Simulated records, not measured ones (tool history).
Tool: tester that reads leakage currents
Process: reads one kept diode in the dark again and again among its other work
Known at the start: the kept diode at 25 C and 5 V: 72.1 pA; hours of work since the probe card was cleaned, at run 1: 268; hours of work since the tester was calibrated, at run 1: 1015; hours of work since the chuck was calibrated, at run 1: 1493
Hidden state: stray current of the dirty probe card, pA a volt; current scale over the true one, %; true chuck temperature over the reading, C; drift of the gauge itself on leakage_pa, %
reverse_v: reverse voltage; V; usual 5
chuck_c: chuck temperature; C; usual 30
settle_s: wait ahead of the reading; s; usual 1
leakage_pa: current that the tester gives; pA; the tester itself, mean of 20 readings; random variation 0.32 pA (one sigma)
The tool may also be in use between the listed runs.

| run | hour | reverse_v | chuck_c | settle_s | hours of work since the probe card was cleaned | hours of work since the tester was calibrated | hours of work since the chuck was calibrated | leakage_pa |
|---|---|---|---|---|---|---|---|---|
| 1 | 0 | 5 | 30 | 1 | 268 | 1015 | 1493 | 104.42 |
| 2 | 43.7 | 5 | 30 | 1 | 295 | 1042 | 1519 | 104.47 |
| 3 | 75.4 | 5 | 56 | 1 | 314 | 1061 | 1539 | 618.79 |
| 4 | 98.5 | 5 | 56 | 1 | 329 | 1075 | 1553 | 619.06 |
| 5 | 121 | 5 | 30 | 1 | 342 | 1089 | 1567 | 104.2 |
| 6 | 154.1 | 7.43 | 30 | 1 | 363 | 1109 | 1587 | 119.85 |
| 7 | 184.5 | 1.32 | 30 | 1 | 381 | 1128 | 1606 | 66.46 |
| 8 | 210.8 | 1.32 | 43 | 1 | 398 | 1144 | 1622 | 168.32 |
| 9 | 235.2 | 1.32 | 43 | 1 | 413 | 1159 | 1637 | 168.35 |
| 10 | 280.2 | 1.32 | 43 | 1 | 440 | 1187 | 1665 | 168.44 |
| 11 | 302 | 1.32 | 43 | 1 | 454 | 1200 | 1678 | 168.02 |
| 12 | 340.3 | 1.32 | 43 | 1 | 477 | 1224 | 1702 | 167.91 |
| 13 | 374.4 | 1.32 | 43 | 1 | 498 | 1245 | 1723 | 167.93 |
| 14 | 402.3 | 1.32 | 43 | 1 | 515 | 1262 | 1740 | 168.75 |
| 15 | 433.5 | 1.32 | 43 | 1 | 535 | 1281 | 1759 | 168.12 |
| 16 | 470.8 | 1.32 | 43 | 1 | 558 | 1304 | 1782 | 167.63 |
| 17 | 495.6 | 1.32 | 43 | 1 | 573 | 1320 | 1797 | 168.12 |
| 18 | 529.5 | 1.32 | 43 | 1 | 594 | 1340 | 1818 | 167.42 |
| 19 | 578.6 | 5 | 30 | 0.47 | 624 | 1371 | 1848 | 105.8 |
| 20 | 609.4 | 5 | 30 | 0.47 | 643 | 1390 | 1867 | 106.11 |
| 21 | 633.1 | 5 | 30 | 0.47 | 657 | 1404 | 1882 | 106.36 |
| 22 | 669.7 | 8.85 | 36 | 0.47 | 680 | 1427 | 1904 | 198.34 |
| 23 | 714.4 | 8.85 | 36 | 0.47 | 707 | 1454 | 1932 | 198.73 |
|  | 721.2 | probe card cleaned and baked |
| 24 | 749.6 | 5.43 | 34 | 0.51 | 17 | 1474 | 1952 | 144.94 |
| 25 | 785.5 | 5.43 | 34 | 0.51 | 40 | 1496 | 1974 | 144.55 |
| 26 | 815.2 | 17.34 | 34 | 0.56 | 58 | 1514 | 1992 | 220.41 |
| 27 | 839.4 | 17.34 | 34 | 0.56 | 73 | 1529 | 2007 | 221.12 |
| 28 | 862.6 | 17.34 | 42 | 0.56 | 87 | 1543 | 2021 | 380.32 |
| 29 | 898.1 | 8.54 | 41 | 8.01 | 109 | 1565 | 2043 | 273.73 |
|  | 941.2 | probe card cleaned and baked, once more |
| 30 | 945.8 | 13.26 | 24 | 1 | 3 | 1593 | 2071 | 92.92 |
| 31 | 976.8 | 1.81 | 55 | 0.65 | 22 | 1612 | 2090 | 412.19 |
| 32 | 1003 | 12.97 | 47 | 4.12 | 38 | 1628 | 2106 | 467.58 |
| 33 | 1044.2 | 12.97 | 47 | 4.12 | 63 | 1653 | 2131 | 465.02 |
| 34 | 1066.9 | 1.45 | 34 | 1 | 77 | 1667 | 2145 | 90.37 |
| 35 | 1104.2 | 7.23 | 48 | 1 | 100 | 1690 | 2168 | 410.15 |
| 36 | 1133.4 | 2.12 | 48 | 3.05 | 118 | 1708 | 2186 | 273.09 |
| 37 | 1159.8 | 2.39 | 30 | 1 | 134 | 1724 | 2202 | 79.69 |
| 38 | 1182.2 | 3.15 | 21 | 0.3 | 148 | 1738 | 2216 | 46.2 |
| 39 | 1211.7 | 4.26 | 57 | 1 | 166 | 1756 | 2234 | 622.1 |
| 40 | 1232.1 | 4.26 | 57 | 1 | 179 | 1769 | 2247 | 620.93 |

3 ways to go on from here, each from the tool as it stands after run 40. What would each give?
| A | 1270.3 | 12.23 | 50 | 1 | 202 | 1792 | 2270 | ? |
| B | 1270.3 | 2.87 | 30 | 6.23 | 202 | 1792 | 2270 | ? |
| C | 1270.3 | 4.8 | 27 | 0.48 | 202 | 1792 | 2270 | ? |

| run | leakage_pa |
|---|---|
| A | 562.17 |
| B | 84.67 |
| C | 82.38 |
Without the tool's hidden state the same runs would have given:
| run | leakage_pa |
|---|---|
| A | 582.62 |
| B | 88.21 |
| C | 85.63 |
